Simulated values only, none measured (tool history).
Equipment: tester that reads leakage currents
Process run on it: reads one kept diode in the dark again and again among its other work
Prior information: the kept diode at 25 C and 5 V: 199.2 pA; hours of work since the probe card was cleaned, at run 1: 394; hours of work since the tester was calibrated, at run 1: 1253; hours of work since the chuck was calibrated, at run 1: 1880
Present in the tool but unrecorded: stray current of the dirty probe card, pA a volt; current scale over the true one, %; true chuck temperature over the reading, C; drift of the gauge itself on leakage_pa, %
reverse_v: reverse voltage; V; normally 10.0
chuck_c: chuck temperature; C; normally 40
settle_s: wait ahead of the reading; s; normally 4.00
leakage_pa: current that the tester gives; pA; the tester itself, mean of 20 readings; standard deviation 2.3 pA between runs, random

| run | day | reverse_v | chuck_c | settle_s | hours of work since the probe card was cleaned | hours of work since the tester was calibrated | hours of work since the chuck was calibrated | leakage_pa |
|---|---|---|---|---|---|---|---|---|
| 1 | 0.000 | 10.0 | 40 | 4.00 | 394 | 1253 | 1880 | 665.35 |
| 2 | 0.796 | 10.0 | 40 | 4.00 | 409 | 1268 | 1895 | 664.34 |
| 3 | 1.458 | 10.0 | 40 | 4.00 | 421 | 1281 | 1907 | 665.60 |
| 4 | 2.804 | 10.0 | 40 | 4.00 | 447 | 1306 | 1933 | 663.41 |
| 5 | 4.288 | 10.0 | 40 | 4.00 | 475 | 1334 | 1961 | 662.70 |
| 6 | 5.879 | 10.0 | 40 | 4.00 | 505 | 1364 | 1991 | 662.13 |
|  | 6.729 | chuck's temperature calibrated |
| 7 | 7.033 | 10.0 | 40 | 4.00 | 525 | 1385 | 6 | 778.91 |
| 8 | 8.617 | 10.0 | 40 | 0.53 | 555 | 1415 | 36 | 775.69 |
| 9 | 9.771 | 10.0 | 40 | 0.53 | 577 | 1436 | 58 | 782.59 |
| 10 | 10.600 | 10.0 | 40 | 0.53 | 593 | 1452 | 73 | 778.61 |
| 11 | 11.612 | 10.0 | 40 | 0.53 | 612 | 1471 | 92 | 778.31 |
| 12 | 12.738 | 10.0 | 40 | 0.53 | 633 | 1493 | 114 | 776.75 |
| 13 | 13.650 | 10.0 | 40 | 0.53 | 651 | 1510 | 131 | 779.96 |
| 14 | 15.204 | 10.0 | 40 | 0.53 | 680 | 1539 | 160 | 771.92 |
| 15 | 16.208 | 10.0 | 40 | 0.53 | 699 | 1558 | 179 | 771.43 |
| 16 | 17.662 | 10.0 | 40 | 0.53 | 726 | 1586 | 207 | 767.13 |
| 17 | 18.721 | 10.0 | 40 | 0.53 | 747 | 1606 | 227 | 769.24 |
| 18 | 19.838 | 10.0 | 40 | 4.00 | 768 | 1627 | 248 | 765.83 |
| 19 | 21.188 | 10.0 | 40 | 0.38 | 793 | 1653 | 274 | 766.35 |
| 20 | 22.275 | 10.0 | 40 | 4.00 | 814 | 1673 | 294 | 760.82 |
| 21 | 23.146 | 10.0 | 21 | 0.54 | 830 | 1690 | 311 | 190.99 |
| 22 | 24.250 | 3.6 | 24 | 2.72 | 851 | 1711 | 332 | 159.66 |
| 23 | 25.058 | 12.6 | 32 | 1.29 | 866 | 1726 | 347 | 470.59 |
| 24 | 26.092 | 12.6 | 32 | 1.29 | 886 | 1745 | 366 | 470.89 |
| 25 | 27.646 | 12.6 | 33 | 5.01 | 915 | 1775 | 396 | 504.14 |
| 26 | 28.667 | 12.6 | 33 | 5.01 | 935 | 1794 | 415 | 503.14 |
| 27 | 29.558 | 12.6 | 33 | 5.01 | 952 | 1811 | 432 | 501.58 |
| 28 | 30.504 | 12.6 | 33 | 5.01 | 970 | 1829 | 450 | 501.78 |
| 29 | 32.012 | 12.6 | 33 | 5.01 | 998 | 1857 | 479 | 500.28 |
| 30 | 33.112 | 2.3 | 26 | 1.49 | 1019 | 1878 | 499 | 155.13 |
| 31 | 34.688 | 2.3 | 26 | 1.49 | 1049 | 1908 | 529 | 154.67 |
| 32 | 35.442 | 3.5 | 37 | 1.06 | 1063 | 1922 | 543 | 405.44 |
| 33 | 36.662 | 1.3 | 37 | 6.27 | 1086 | 1945 | 567 | 276.82 |
| 34 | 37.821 | 1.3 | 37 | 6.27 | 1108 | 1967 | 588 | 275.99 |
| 35 | 39.121 | 1.3 | 37 | 6.27 | 1133 | 1992 | 613 | 277.13 |
| 36 | 40.288 | 1.8 | 41 | 8.38 | 1155 | 2014 | 635 | 412.51 |
| 37 | 41.296 | 1.8 | 41 | 8.38 | 1174 | 2033 | 654 | 413.11 |
| 38 | 42.188 | 1.8 | 41 | 8.38 | 1191 | 2050 | 671 | 412.11 |

What does the tool deliver on the next run?
| 39 | 43.117 | 1.8 | 41 | 8.38 | 1208 | 2068 | 689 | ? |

{"run 39": {"leakage_pa": 410.57}}
Were there no unlogged condition in the tool, this run, its random variation unchanged, would have produced leakage_pa 429.21 pA.
